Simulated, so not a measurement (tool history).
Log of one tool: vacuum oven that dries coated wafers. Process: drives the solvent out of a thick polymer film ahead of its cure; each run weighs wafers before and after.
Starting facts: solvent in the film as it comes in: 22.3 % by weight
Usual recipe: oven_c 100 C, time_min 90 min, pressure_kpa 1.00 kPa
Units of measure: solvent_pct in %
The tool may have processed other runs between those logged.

run	hour	oven_c	time_min	pressure_kpa	solvent_pct
1	0.0	100	90	1.00	1.68
2	60.3	100	90	1.00	1.55
3	113.2	100	90	1.00	1.58
4	150.9	100	90	1.00	1.55
5	202.8	100	90	1.00	1.56
6	239.3	100	90	1.00	1.51
7	297.4	100	90	1.00	1.48
8	333.5	100	130	1.00	0.91
9	393.2	100	130	1.00	0.98
10	444.9	100	90	1.00	1.59
11	488.9	100	48	1.00	3.99
12	553.4	100	48	1.00	4.10
13	604.4	100	90	2.17	2.43
14	642.7	86	90	1.00	4.69
15	680.2	100	90	1.00	1.63
16	737.7	100	90	1.41	1.88
17	791.0	100	90	1.41	1.72
18	841.2	113	90	1.46	0.79
19	900.5	113	90	1.46	0.82
20	939.1	100	76	2.31	3.00
# hour 974.0: oven's thermocouples calibrated
21	1002.6	91	144	1.58	2.29
22	1067.9	87	64	1.55	6.77
23	1117.7	102	89	0.66	1.19
24	1179.4	102	62	0.66	2.06
25	1212.1	102	62	0.66	2.20
26	1249.9	109	55	0.88	1.49
27	1316.0	100	125	1.55	1.44
28	1367.6	100	125	1.55	1.40
29	1409.2	100	125	1.55	1.45
30	1461.2	100	125	1.55	1.31
31	1526.1	100	125	2.29	1.96
32	1591.1	90	90	1.40	3.83
33	1636.1	90	151	1.40	2.09
34	1678.4	96	90	3.16	3.89

What if the next run were any one of these 3? Each begins from the tool's condition after run 34:
A	1711.1	101	74	1.00	?
B	1711.1	106	90	3.16	?
C	1711.1	87	89	0.63	?

run	solvent_pct
A	1.93
B	2.24
C	4.05
Without the tool's unlogged condition, the same runs would have read:
run	solvent_pct
A	1.91
B	2.22
C	4.02

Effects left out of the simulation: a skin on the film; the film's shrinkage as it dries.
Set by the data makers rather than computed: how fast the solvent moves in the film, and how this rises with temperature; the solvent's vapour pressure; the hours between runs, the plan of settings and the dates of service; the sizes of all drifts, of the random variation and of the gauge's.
